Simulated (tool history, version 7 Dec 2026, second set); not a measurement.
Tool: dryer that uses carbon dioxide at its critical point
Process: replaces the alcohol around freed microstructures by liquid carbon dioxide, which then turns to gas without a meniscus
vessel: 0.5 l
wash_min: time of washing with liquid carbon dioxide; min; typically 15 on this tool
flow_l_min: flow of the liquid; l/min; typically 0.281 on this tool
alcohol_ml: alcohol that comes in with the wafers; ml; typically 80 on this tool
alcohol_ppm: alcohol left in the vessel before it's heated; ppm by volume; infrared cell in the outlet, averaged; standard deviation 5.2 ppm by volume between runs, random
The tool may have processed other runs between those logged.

run    hour  wash_min  flow_l_min  alcohol_ml  alcohol_ppm
  1     0.0        15       0.281          80          193
  2    59.7        15       0.281          80          205
  3   117.6        15       0.281          80          231
  4   158.9        13       0.281          80          512
  5   192.7        14       0.281          80          354
  6   238.3        15       0.281          38          176
  7   284.7        15       0.281          38          194
  8   320.5        15       0.281          48          233
  9   386.0        15       0.266          80          436
 10   425.5        14       0.266          80          658
 11   492.8        14       0.235          80         1258
 12   523.6        14       0.235          80         1322
      533.7  -- inlet filter changed
 13   558.7        14       0.235          80          596
 14   608.9        14       0.235          80          645
 15   638.1        15       0.281          55          216
 16   682.4        15       0.281          80          264
 17   728.0        15       0.281          80          285
 18   762.7        22       0.281          80          169
 19   791.0        15       0.191          25          556
 20   860.0        10       0.177          45         5072
      889.9  -- purifier's bed changed
 21   915.5        14       0.425          45            9
 22   976.2        15       0.372          30           20
 23  1004.7        15       0.372          77           41
 24  1038.3        15       0.243          66          453
 25  1104.2        15       0.243          66          513
 26  1134.7        14       0.348          21           65
 27  1178.2        15       0.384          80           76
     1183.8  -- inlet filter changed
 28  1223.6        15       0.384          80           51
 29  1270.0        15       0.289          83          144
 30  1328.2        14       0.226          58          556
 31  1360.7        11       0.432          80          112
 32  1421.6        15       0.430          33           79
 33  1465.0        14       0.299          92          256

Pick out some run-to-run changes in alcohol_ppm. Of each, how much would a tool without hidden state show as well, from the settings, what came in and chance, and how much is left for the hidden state and any gauge scatter not in both results compared?
The tool's hidden condition here consists of: flow that reaches the vessel past the clogged filter, %; alcohol in the recycled carbon dioxide, ppm; drift of the gauge itself on alcohol_ppm, %.
Run 12 -> 13: inlet filter changed. alcohol_ppm -726 ppm by volume: hidden state -717, all else -9.
Run 19 -> 20: wash_min 15 -> 10, flow_l_min 0.191 -> 0.177, alcohol_ml 25 -> 45. alcohol_ppm +4516 ppm by volume: hidden state +1040, all else +3476.
Run 20 -> 21: wash_min 10 -> 14, flow_l_min 0.177 -> 0.425, purifier's bed changed. alcohol_ppm -5063 ppm by volume: hidden state -1300, all else -3763.
